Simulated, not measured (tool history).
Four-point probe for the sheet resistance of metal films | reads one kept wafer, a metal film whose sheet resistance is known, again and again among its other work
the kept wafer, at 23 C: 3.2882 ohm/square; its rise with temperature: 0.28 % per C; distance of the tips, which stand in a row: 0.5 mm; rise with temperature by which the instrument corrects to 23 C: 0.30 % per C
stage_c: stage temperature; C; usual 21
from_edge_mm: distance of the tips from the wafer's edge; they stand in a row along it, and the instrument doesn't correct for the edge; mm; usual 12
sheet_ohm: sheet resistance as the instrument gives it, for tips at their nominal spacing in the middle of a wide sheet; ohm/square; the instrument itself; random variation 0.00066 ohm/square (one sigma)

run,hour,stage_c,from_edge_mm,sheet_ohm
1,0,21,12,3.276675
2,14.3,19,12,3.27749
3,25.3,21,12,3.276651
4,39.8,21,12,3.277357
5,58.3,21,12,3.276126
6,74,21,12,3.276644
7,84.8,21,12,3.278072
8,103.1,21,12,3.276856
9,114.1,21,12,3.276021
10,134.7,21,12,3.27648
11,145.6,21,12,3.276903
12,164.7,21,12,3.277078
13,178.8,21,12,3.275441
14,190.4,21,12,3.276175
15,207.2,23,12,3.276577
16,223.8,23,12,3.276257
17,237.2,23,12,3.276326
18,246,19,12,3.277752
19,261.6,19,6,3.288195
20,270.9,19,6,3.28737
21,288.4,19,6,3.287001
22,300.1,21,5,3.291245
23,319.7,21,5,3.292172
24,332.1,21,50,3.274268
25,352,19,5,3.291119
26,363.3,21,3,3.322075
27,373.7,31,30,3.270867
28,382.4,31,30,3.270199
29,399.1,31,30,3.271189
30,408.4,31,30,3.271137
31,427,31,30,3.270643
32,438.9,31,30,3.270784
33,455.1,25,5,3.291314
34,468.7,25,5,3.290155
35,486.6,32,7,3.278746
36,504.3,24,3,3.321504
37,513.8,30,74,3.271244
38,524.1,24,34,3.27412
39,541.5,18,14,3.278029
40,556.2,33,6,3.283095
41,570.1,23,4,3.301178
42,584.8,28,6,3.284172
43,601,29,10,3.276814
44,610.9,29,10,3.277313

Forecast each of these 4 alternatives for the next run:
A,625.6,27,56,?
B,625.6,27,18,?
C,625.6,22,10,?
D,625.6,24,4,?

run,sheet_ohm
A,3.272539
B,3.273476
C,3.278484
D,3.301005
Without the tool's hidden state the same runs would have given:
run,sheet_ohm
A,3.286654
B,3.287595
C,3.292671
D,3.315265
